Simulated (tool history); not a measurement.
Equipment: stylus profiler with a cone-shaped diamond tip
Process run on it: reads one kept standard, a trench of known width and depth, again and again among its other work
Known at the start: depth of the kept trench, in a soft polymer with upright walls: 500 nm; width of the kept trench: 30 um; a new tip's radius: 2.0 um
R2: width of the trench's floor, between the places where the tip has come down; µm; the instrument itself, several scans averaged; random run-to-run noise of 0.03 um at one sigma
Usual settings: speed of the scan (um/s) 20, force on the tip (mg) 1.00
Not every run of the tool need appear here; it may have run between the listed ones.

run 1 day=0.000 | speed_of_the_scan_(um/s)=20 force_on_the_tip_(mg)=1.00 | depth_of_the_trench_(nm)=502.14 R2=27.08
run 2 day=1.029 | speed_of_the_scan_(um/s)=20 force_on_the_tip_(mg)=1.00 | depth_of_the_trench_(nm)=502.18 R2=27.06
run 3 day=2.038 | speed_of_the_scan_(um/s)=20 force_on_the_tip_(mg)=1.00 | depth_of_the_trench_(nm)=502.40 R2=27.07
run 4 day=3.042 | speed_of_the_scan_(um/s)=8 force_on_the_tip_(mg)=1.00 | depth_of_the_trench_(nm)=502.59 R2=27.07
run 5 day=4.738 | speed_of_the_scan_(um/s)=23 force_on_the_tip_(mg)=1.00 | depth_of_the_trench_(nm)=502.28 R2=26.99
run 6 day=6.629 | speed_of_the_scan_(um/s)=23 force_on_the_tip_(mg)=1.00 | depth_of_the_trench_(nm)=502.40 R2=27.00
run 7 day=8.500 | speed_of_the_scan_(um/s)=23 force_on_the_tip_(mg)=1.00 | depth_of_the_trench_(nm)=502.05 R2=26.88
run 8 day=9.842 | speed_of_the_scan_(um/s)=20 force_on_the_tip_(mg)=1.00 | depth_of_the_trench_(nm)=502.26 R2=26.86
run 9 day=12.225 | speed_of_the_scan_(um/s)=26 force_on_the_tip_(mg)=1.00 | depth_of_the_trench_(nm)=502.23 R2=26.80
run 10 day=13.262 | speed_of_the_scan_(um/s)=26 force_on_the_tip_(mg)=1.00 | depth_of_the_trench_(nm)=502.39 R2=26.80
run 11 day=14.725 | speed_of_the_scan_(um/s)=26 force_on_the_tip_(mg)=1.00 | depth_of_the_trench_(nm)=502.03 R2=26.80
run 12 day=16.567 | speed_of_the_scan_(um/s)=18 force_on_the_tip_(mg)=1.00 | depth_of_the_trench_(nm)=502.31 R2=26.81
run 13 day=18.446 | speed_of_the_scan_(um/s)=20 force_on_the_tip_(mg)=2.36 | depth_of_the_trench_(nm)=503.92 R2=26.84
run 14 day=20.212 | speed_of_the_scan_(um/s)=20 force_on_the_tip_(mg)=2.36 | depth_of_the_trench_(nm)=503.96 R2=26.77
run 15 day=22.292 | speed_of_the_scan_(um/s)=20 force_on_the_tip_(mg)=1.00 | depth_of_the_trench_(nm)=502.17 R2=26.72
run 16 day=23.658 | speed_of_the_scan_(um/s)=20 force_on_the_tip_(mg)=1.00 | depth_of_the_trench_(nm)=502.57 R2=26.69
run 17 day=25.654 | speed_of_the_scan_(um/s)=20 force_on_the_tip_(mg)=1.00 | depth_of_the_trench_(nm)=502.38 R2=26.70
run 18 day=26.800 | speed_of_the_scan_(um/s)=20 force_on_the_tip_(mg)=1.00 | depth_of_the_trench_(nm)=502.47 R2=26.59
run 19 day=27.846 | speed_of_the_scan_(um/s)=9 force_on_the_tip_(mg)=1.00 | depth_of_the_trench_(nm)=502.36 R2=26.68
run 20 day=30.200 | speed_of_the_scan_(um/s)=20 force_on_the_tip_(mg)=1.00 | depth_of_the_trench_(nm)=502.22 R2=26.53
run 21 day=32.071 | speed_of_the_scan_(um/s)=54 force_on_the_tip_(mg)=1.00 | depth_of_the_trench_(nm)=502.59 R2=26.45
run 22 day=33.512 | speed_of_the_scan_(um/s)=54 force_on_the_tip_(mg)=1.00 | depth_of_the_trench_(nm)=502.31 R2=26.49
run 23 day=34.638 | speed_of_the_scan_(um/s)=54 force_on_the_tip_(mg)=1.00 | depth_of_the_trench_(nm)=502.59 R2=26.40
run 24 day=35.742 | speed_of_the_scan_(um/s)=54 force_on_the_tip_(mg)=1.00 | depth_of_the_trench_(nm)=502.57 R2=26.38
run 25 day=37.642 | speed_of_the_scan_(um/s)=30 force_on_the_tip_(mg)=1.21 | depth_of_the_trench_(nm)=502.76 R2=26.46
run 26 day=38.667 | speed_of_the_scan_(um/s)=36 force_on_the_tip_(mg)=2.10 | depth_of_the_trench_(nm)=504.12 R2=26.45
run 27 day=40.033 | speed_of_the_scan_(um/s)=9 force_on_the_tip_(mg)=1.00 | depth_of_the_trench_(nm)=502.67 R2=26.46
run 28 day=41.862 | speed_of_the_scan_(um/s)=9 force_on_the_tip_(mg)=1.00 | depth_of_the_trench_(nm)=502.65 R2=26.43

Run 29 is up next; what results do you expect?
run 29 day=43.508 | speed_of_the_scan_(um/s)=6 force_on_the_tip_(mg)=1.12 | depth_of_the_trench_(nm)=? R2=?

depth of the trench (nm): 502.69
R2: 26.42 µm
If the tool had no hidden condition, the same run with the same run-to-run variation would have returned depth of the trench (nm) 502.24, R2 27.30 µm.
